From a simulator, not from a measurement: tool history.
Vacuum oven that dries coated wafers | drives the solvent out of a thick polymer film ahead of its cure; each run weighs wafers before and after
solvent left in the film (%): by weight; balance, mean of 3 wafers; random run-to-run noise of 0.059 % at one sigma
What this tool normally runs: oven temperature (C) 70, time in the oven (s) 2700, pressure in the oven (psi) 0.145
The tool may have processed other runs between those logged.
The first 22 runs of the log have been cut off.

run   hour  oven temperature (C)  time in the oven (s)  pressure in the oven (psi)  hours of work since the thermocouples were calibrated  hours of work since the vacuum gauge was cleaned of residue  solvent left in the film (%)
 23  428.1                    70                  2700                       0.145                                                    268                                                         1015                          3.17
 24    447                    70                  3660                       0.145                                                    283                                                         1030                          1.94
 25  474.3                    70                  1680                       0.149                                                    304                                                         1051                          6.03
 26  486.6                    70                  3180                       0.471                                                    314                                                         1061                           3.5
 27  502.6                    70                  1980                       0.471                                                    327                                                         1074                          6.06
 28  525.9                    70                  3300                       0.471                                                    345                                                         1092                          3.49
 29  540.8                    70                  2880                       0.178                                                    357                                                         1104                          2.96
 30    561                    70                  2880                       0.152                                                    373                                                         1119                          2.86
 31    583                    70                  2880                       0.152                                                    390                                                         1137                          2.88
 32  605.8                    70                  1860                       0.152                                                    408                                                         1155                          5.58
 33    624                    70                  2700                       0.113                                                    422                                                         1169                          3.07
 34  642.4                    70                  2700                       0.113                                                    436                                                         1183                          2.98
 35    661                    74                  1380                       0.225                                                    451                                                         1198                          5.81
 36  672.8                    74                  1380                       0.225                                                    460                                                         1207                           5.8
 37    696                    74                  1380                       0.225                                                    479                                                         1225                          5.84
 38  715.7                    60                  1380                       0.129                                                    494                                                         1241                         12.76
 39  732.3                    60                  1380                       0.141                                                    507                                                         1254                         12.42
 40    747                    60                  1380                       0.141                                                    519                                                         1266                         12.43
 41  774.4                    57                  2700                       0.145                                                    540                                                         1287                          9.65
 42  788.7                    70                  2700                       0.364                                                    551                                                         1298                          3.96
 43    807                    70                  2700                       0.364                                                    566                                                         1313                          4.05
 44  824.6                    78                  1980                       0.113                                                    580                                                         1326                          1.96
 45  845.5                    70                  1980                       0.429                                                    596                                                         1343                          5.92
 46  868.9                    78                  2700                       0.103                                                    614                                                         1361                          0.89
 47  884.5                    77                  1800                        0.56                                                    627                                                         1373                          3.68

What if the next run were any one of these 3? Each begins from the tool's condition after run 47:
  A  905.7                    77                  1800                       0.363                                                    643                                                         1390                             ?
  B  905.7                    63                  1800                       0.239                                                    643                                                         1390                             ?
  C  905.7                    77                  4560                       0.474                                                    643                                                         1390                             ?

run  solvent left in the film (%)
  A                           3.3
  B                          9.73
  C                          1.46
The same runs, with their run-to-run variation unchanged, on a tool lacking any hidden condition would have given:
run  solvent left in the film (%)
  A                          3.29
  B                          9.71
  C                          1.46
